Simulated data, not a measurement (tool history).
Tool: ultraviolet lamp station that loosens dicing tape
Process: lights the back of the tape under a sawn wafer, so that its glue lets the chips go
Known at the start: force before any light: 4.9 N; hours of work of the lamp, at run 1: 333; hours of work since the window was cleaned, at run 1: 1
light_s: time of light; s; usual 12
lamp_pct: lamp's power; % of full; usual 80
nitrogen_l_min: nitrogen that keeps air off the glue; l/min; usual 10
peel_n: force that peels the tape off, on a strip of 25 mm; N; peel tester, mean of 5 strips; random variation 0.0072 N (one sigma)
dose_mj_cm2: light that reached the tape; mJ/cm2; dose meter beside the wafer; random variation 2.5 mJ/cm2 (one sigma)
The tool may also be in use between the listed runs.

| run | hour | light_s | lamp_pct | nitrogen_l_min | hours of work of the lamp | hours of work since the window was cleaned | peel_n | dose_mj_cm2 |
|---|---|---|---|---|---|---|---|---|
| 1 | 0.0 | 12 | 80 | 10 | 333 | 1 | 0.246 | 304 |
| 2 | 52.8 | 12 | 80 | 10 | 355 | 23 | 0.270 | 299 |
| 3 | 142.8 | 12 | 80 | 10 | 392 | 60 | 0.261 | 301 |
| 4 | 233.5 | 12 | 80 | 10 | 430 | 97 | 0.273 | 297 |
| 5 | 288.3 | 12 | 80 | 10 | 452 | 120 | 0.260 | 300 |
| 6 | 367.7 | 12 | 80 | 10 | 485 | 153 | 0.266 | 300 |
| 7 | 414.8 | 12 | 80 | 3 | 504 | 172 | 0.664 | 300 |
| 8 | 482.6 | 12 | 80 | 3 | 532 | 200 | 0.648 | 299 |
|  | 540.7 | window cleaned of glue's vapour |
| 9 | 544.9 | 12 | 80 | 7 | 558 | 2 | 0.350 | 298 |
| 10 | 621.0 | 12 | 80 | 13 | 589 | 33 | 0.234 | 297 |
| 11 | 695.4 | 12 | 80 | 13 | 620 | 64 | 0.220 | 300 |
| 12 | 763.4 | 12 | 80 | 8 | 648 | 92 | 0.293 | 300 |
| 13 | 813.8 | 12 | 80 | 7 | 669 | 113 | 0.341 | 301 |
| 14 | 868.6 | 12 | 80 | 7 | 691 | 135 | 0.350 | 303 |
| 15 | 953.6 | 12 | 80 | 7 | 726 | 170 | 0.349 | 297 |
| 16 | 1044.4 | 18 | 100 | 6 | 764 | 208 | 0.133 | 560 |
|  | 1083.9 | window cleaned of glue's vapour |
| 17 | 1124.6 | 21 | 80 | 5 | 797 | 17 | 0.165 | 529 |
| 18 | 1221.4 | 21 | 80 | 5 | 837 | 57 | 0.162 | 521 |
| 19 | 1304.0 | 21 | 80 | 5 | 871 | 91 | 0.156 | 521 |
| 20 | 1364.8 | 7 | 90 | 10 | 896 | 116 | 0.602 | 197 |
| 21 | 1463.0 | 7 | 90 | 10 | 936 | 156 | 0.600 | 195 |
| 22 | 1504.2 | 9 | 80 | 19 | 953 | 173 | 0.307 | 220 |
|  | 1597.0 | lamp changed |
| 23 | 1602.2 | 7 | 74 | 4 | 2 | 213 | 1.400 | 165 |
|  | 1625.8 | window cleaned of glue's vapour |
| 24 | 1666.4 | 16 | 85 | 4 | 28 | 17 | 0.275 | 427 |
| 25 | 1718.7 | 12 | 99 | 10 | 50 | 38 | 0.180 | 371 |
| 26 | 1773.4 | 11 | 85 | 4 | 73 | 61 | 0.538 | 292 |
| 27 | 1870.8 | 8 | 90 | 3 | 113 | 101 | 1.028 | 225 |
| 28 | 1924.5 | 8 | 90 | 3 | 135 | 123 | 1.001 | 229 |
| 29 | 1988.2 | 8 | 90 | 3 | 161 | 149 | 1.039 | 220 |
| 30 | 2055.8 | 8 | 90 | 3 | 189 | 177 | 1.027 | 227 |

The same runs without the tool's hidden state, with the same run-to-run variation:
The hidden state here: lamp's light, % of a new lamp's; light that the window lets through, % of a clean one's; drift of the gauge itself on peel_n, %; drift of the gauge itself on dose_mj_cm2, %.
| run | dose_mj_cm2 |
|---|---|
| 1 | 304 |
| 2 | 299 |
| 3 | 301 |
| 4 | 298 |
| 5 | 301 |
| 6 | 301 |
| 7 | 301 |
| 8 | 301 |
| 9 | 299 |
| 10 | 298 |
| 11 | 301 |
| 12 | 301 |
| 13 | 302 |
| 14 | 305 |
| 15 | 299 |
| 16 | 563 |
| 17 | 531 |
| 18 | 524 |
| 19 | 523 |
| 20 | 198 |
| 21 | 196 |
| 22 | 222 |
| 23 | 165 |
| 24 | 428 |
| 25 | 372 |
| 26 | 292 |
| 27 | 225 |
| 28 | 229 |
| 29 | 221 |
| 30 | 228 |
peel_n: within 0.006 N of the measured result in every run.
